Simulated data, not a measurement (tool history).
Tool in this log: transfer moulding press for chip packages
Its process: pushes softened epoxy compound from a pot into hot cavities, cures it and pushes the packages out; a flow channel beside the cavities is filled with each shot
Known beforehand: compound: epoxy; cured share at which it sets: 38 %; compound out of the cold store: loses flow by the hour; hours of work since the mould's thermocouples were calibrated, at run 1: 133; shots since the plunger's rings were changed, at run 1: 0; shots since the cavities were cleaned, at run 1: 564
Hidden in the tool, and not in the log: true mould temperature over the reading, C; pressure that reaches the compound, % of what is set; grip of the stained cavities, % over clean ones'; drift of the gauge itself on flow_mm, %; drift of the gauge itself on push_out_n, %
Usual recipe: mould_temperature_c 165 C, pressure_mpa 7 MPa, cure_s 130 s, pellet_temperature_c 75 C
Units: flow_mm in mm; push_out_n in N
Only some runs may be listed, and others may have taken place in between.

run    day  mould_temperature_c  pressure_mpa  cure_s  pellet_temperature_c  hours of work since the mould's thermocouples were calibrated  shots since the plunger's rings were changed  shots since the cavities were cleaned  incoming compound's hours out of the cold store  flow_mm  push_out_n
  1      0                  165             7     130                    75                                                            133                                             0                                    564                                             44.1      577         705
  2  0.188                  165             7     130                    75                                                            135                                            30                                    594                                             30.1      602         730
  3  0.567                  165             7     130                    75                                                            139                                            91                                    655                                             32.1      591         730
  4  0.821                  165             7     130                    75                                                            142                                           133                                    697                                             45.8      567         725
  5  1.175                  172             7     130                    75                                                            146                                           189                                    753                                             11.8      623         692
  6  1.567                  172             7     130                    75                                                            150                                           253                                    817                                             36.5      570         700
  7  1.917                  172             7     130                    75                                                            154                                           309                                    873                                             35.1      576         713
  8  2.346                  172             7     130                    75                                                            158                                           378                                    942                                             16.1      612         723
  9    2.6                  165             7     130                    75                                                            161                                           419                                    983                                             32.7      592         769
     2.854  -- cavities cleaned with cleaning compound and waxed
 10  2.925                  165          7.54     130                    75                                                            164                                           461                                     11                                             25.8      631         481
 11  3.167                  165          7.64     130                    75                                                            167                                           500                                     50                                             13.6      673         520
 12  3.354                  158          8.77     130                    75                                                            169                                           530                                     80                                             40.3      681         665
 13  3.625                  158          5.63     130                    73                                                            172                                           574                                    124                                               39      538         708
 14  3.938                  158          5.63     130                    73                                                            175                                           624                                    174                                             46.7      519         733
 15  4.354                  165          7.25     130                    75                                                            180                                           692                                    242                                             28.9      618         620
 16  4.579                  165             7     133                    75                                                            182                                           728                                    278                                             27.7      604         598
 17  4.762                  170             7     130                    75                                                            184                                           757                                    307                                             31.4      577         611
 18  5.021                  160          5.95     143                    75                                                            187                                           799                                    349                                             42.3      535         682
 19  5.379                  158             7     130                    77                                                            191                                           856                                    406                                              9.1      693         945

What if the next run were any one of these 5? Each begins from the tool's condition after run 19:
  A  5.654                  165             7     124                    75                                                            194                                           901                                    451                                             22.3        ?           ?
  B  5.654                  158             7     116                    77                                                            194                                           901                                    451                                              9.4        ?           ?
  C  5.654                  166             7     130                    75                                                            194                                           901                                    451                                              9.4        ?           ?
  D  5.654                  165          7.24     115                    75                                                            194                                           901                                    451                                             38.1        ?           ?
  E  5.654                  162             7     130                    71                                                            194                                           901                                    451                                             25.4        ?           ?

run  flow_mm  push_out_n
  A      612         682
  B      688        1169
  C      649         655
  D      593         722
  E      627         724
Stripped of hidden state, with their random variation kept, the same runs would have yielded:
run  flow_mm  push_out_n
  A      625         468
  B      703         827
  C      662         448
  D      605         496
  E      640         501
